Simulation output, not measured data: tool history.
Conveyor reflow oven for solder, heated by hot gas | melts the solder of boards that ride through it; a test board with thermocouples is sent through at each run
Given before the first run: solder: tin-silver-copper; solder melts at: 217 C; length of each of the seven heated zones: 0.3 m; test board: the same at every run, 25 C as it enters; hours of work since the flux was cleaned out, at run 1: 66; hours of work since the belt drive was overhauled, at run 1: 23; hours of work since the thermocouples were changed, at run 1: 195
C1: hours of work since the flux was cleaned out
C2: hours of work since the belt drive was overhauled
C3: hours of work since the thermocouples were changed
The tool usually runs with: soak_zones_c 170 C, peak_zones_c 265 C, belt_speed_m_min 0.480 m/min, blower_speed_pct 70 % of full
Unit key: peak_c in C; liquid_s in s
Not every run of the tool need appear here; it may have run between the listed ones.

{"run": 1, "day": 0.0, "soak_zones_c": 170, "peak_zones_c": 265, "belt_speed_m_min": 0.48, "blower_speed_pct": 70, "C1": 66, "C2": 23, "C3": 195, "peak_c": 251.5, "liquid_s": 54.6}
{"run": 2, "day": 0.625, "soak_zones_c": 170, "peak_zones_c": 265, "belt_speed_m_min": 0.48, "blower_speed_pct": 89, "C1": 77, "C2": 34, "C3": 206, "peak_c": 253.3, "liquid_s": 57.5}
{"run": 3, "day": 1.317, "soak_zones_c": 170, "peak_zones_c": 265, "belt_speed_m_min": 0.48, "blower_speed_pct": 89, "C1": 89, "C2": 46, "C3": 218, "peak_c": 254.2, "liquid_s": 57.5}
{"run": 4, "day": 2.183, "soak_zones_c": 170, "peak_zones_c": 265, "belt_speed_m_min": 0.52, "blower_speed_pct": 89, "C1": 104, "C2": 61, "C3": 233, "peak_c": 251.6, "liquid_s": 50.6}
{"run": 5, "day": 2.617, "soak_zones_c": 170, "peak_zones_c": 265, "belt_speed_m_min": 0.48, "blower_speed_pct": 70, "C1": 112, "C2": 69, "C3": 241, "peak_c": 252.0, "liquid_s": 54.5}
{"run": 6, "day": 3.483, "soak_zones_c": 170, "peak_zones_c": 265, "belt_speed_m_min": 0.48, "blower_speed_pct": 70, "C1": 127, "C2": 84, "C3": 256, "peak_c": 250.8, "liquid_s": 54.6}
{"run": 7, "day": 3.904, "soak_zones_c": 170, "peak_zones_c": 263, "belt_speed_m_min": 0.48, "blower_speed_pct": 70, "C1": 134, "C2": 91, "C3": 263, "peak_c": 249.9, "liquid_s": 53.1}
{"run": 8, "day": 4.596, "soak_zones_c": 170, "peak_zones_c": 263, "belt_speed_m_min": 0.48, "blower_speed_pct": 70, "C1": 146, "C2": 103, "C3": 275, "peak_c": 249.2, "liquid_s": 53.3}
{"run": 9, "day": 5.35, "soak_zones_c": 170, "peak_zones_c": 260, "belt_speed_m_min": 0.388, "blower_speed_pct": 78, "C1": 160, "C2": 116, "C3": 289, "peak_c": 252.9, "liquid_s": 71.7}
{"run": 10, "day": 5.933, "soak_zones_c": 170, "peak_zones_c": 260, "belt_speed_m_min": 0.388, "blower_speed_pct": 78, "C1": 170, "C2": 127, "C3": 299, "peak_c": 252.8, "liquid_s": 72.1}
{"day": 6.146, "done": "belt drive overhauled, speed set with a stopwatch"}
{"run": 11, "day": 6.929, "soak_zones_c": 170, "peak_zones_c": 260, "belt_speed_m_min": 0.388, "blower_speed_pct": 78, "C1": 184, "C2": 14, "C3": 313, "peak_c": 253.0, "liquid_s": 72.3}

Run 12 has not been measured yet. What should we expect?
{"run": 12, "day": 7.558, "soak_zones_c": 165, "peak_zones_c": 280, "belt_speed_m_min": 0.381, "blower_speed_pct": 86, "C1": 195, "C2": 25, "C3": 324, "peak_c": "?", "liquid_s": "?"}

Run 12 measured peak_c 272.5 C, liquid_s 83.0 s.
Take away the tool's hidden state, keep the run-to-run variation as it was, and the same run would have given peak_c 272.7 C, liquid_s 83.2 s.
